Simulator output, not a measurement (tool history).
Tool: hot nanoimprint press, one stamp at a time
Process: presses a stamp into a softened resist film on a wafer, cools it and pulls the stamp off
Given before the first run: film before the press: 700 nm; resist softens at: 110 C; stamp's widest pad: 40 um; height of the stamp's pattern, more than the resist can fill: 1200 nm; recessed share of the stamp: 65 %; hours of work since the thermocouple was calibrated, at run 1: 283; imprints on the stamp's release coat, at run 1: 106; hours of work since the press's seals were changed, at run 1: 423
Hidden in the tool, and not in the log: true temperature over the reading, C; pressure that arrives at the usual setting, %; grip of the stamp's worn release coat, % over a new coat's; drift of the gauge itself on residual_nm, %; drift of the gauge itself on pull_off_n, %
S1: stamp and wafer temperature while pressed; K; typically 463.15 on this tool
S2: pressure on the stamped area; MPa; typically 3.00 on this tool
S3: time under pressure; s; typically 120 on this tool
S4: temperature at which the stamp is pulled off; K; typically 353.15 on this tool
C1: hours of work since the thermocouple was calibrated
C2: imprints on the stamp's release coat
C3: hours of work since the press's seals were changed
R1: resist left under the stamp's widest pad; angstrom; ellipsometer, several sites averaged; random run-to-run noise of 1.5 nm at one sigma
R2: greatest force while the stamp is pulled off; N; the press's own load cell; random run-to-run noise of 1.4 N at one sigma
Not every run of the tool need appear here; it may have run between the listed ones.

run   hour      S1    S2   S3      S4   C1   C2   C3    R1   R2
  1    0.0  463.15  3.00  120  353.15  283  106  423  2757  181
  2   18.3  463.15  3.00  120  353.15  291  142  431  2794  184
  3   43.7  463.15  3.00  120  353.15  301  191  441  2746  182
  4   57.3  463.15  3.00  120  353.15  307  218  447  2746  182
  5   85.1  463.15  3.00  120  353.15  318  272  458  2756  181
  6  111.1  463.15  3.00  120  353.15  329  323  469  2753  181
  7  128.4  463.15  3.00  120  340.15  336  357  476  2768  246
  8  141.7  463.15  3.00  120  345.15  341  383  481  2762  217
  9  169.3  462.15  3.00  120  345.15  353  436  493  2826  220
 10  193.6  463.15  3.00  120  355.15  363  484  503  2738  172
     218.0  -- plate thermocouple calibrated
 11  221.9  463.15  3.00  120  353.15    2  533  513  2742  182
 12  249.0  463.15  3.00  120  353.15   13  586  524  2710  181
 13  275.9  459.15  3.00  120  353.15   24  639  535  3136  181
 14  305.5  459.15  3.00  120  353.15   36  697  547  3137  181
 15  323.3  469.15  3.00  120  353.15   43  731  554  2184  180
 16  341.6  469.15  3.00  120  353.15   51  767  562  2212  180
 17  355.9  454.15  3.93  120  359.15   56  795  568  3365  152
 18  372.2  454.15  3.93  120  359.15   63  827  574  3374  153
 19  390.4  466.15  4.57  227  359.15   71  862  582  1503  153
 20  408.7  466.15  2.59  177  338.15   78  898  589  2202  253
 21  428.5  466.15  2.51  177  345.15   86  937  597  2226  221
 22  451.3  466.15  2.51  177  345.15   95  981  607  2219  222
     473.8  -- stamp cleaned and given a new release coat
 23  473.8  466.15  2.51  177  345.15  102    0  614  2236  219
 24  489.7  453.15  2.51  177  349.15  109   31  620  3556  199
 25  508.0  453.15  2.58   68  349.15  116   67  628  4789  200

Below are 5 alternative next runs, each starting from the tool's condition after run 25. Predict each:
  A  531.4  463.15  3.00  114  345.15  126  113  637   ?   ?
  B  531.4  471.15  2.58  164  360.15  126  113  637   ?   ?
  C  531.4  453.15  3.21  106  349.15  126  113  637   ?   ?
  D  531.4  453.15  2.58   68  343.15  126  113  637   ?   ?
  E  531.4  454.15  2.58   68  349.15  126  113  637   ?   ?

run    R1   R2
  A  2784  218
  B  1879  147
  C  3868  202
  D  4737  228
  E  4643  200
Stripped of hidden state, with their random variation kept, the same runs would have yielded:
run    R1   R2
  A  2845  218
  B  1920  147
  C  3953  202
  D  4843  228
  E  4747  200
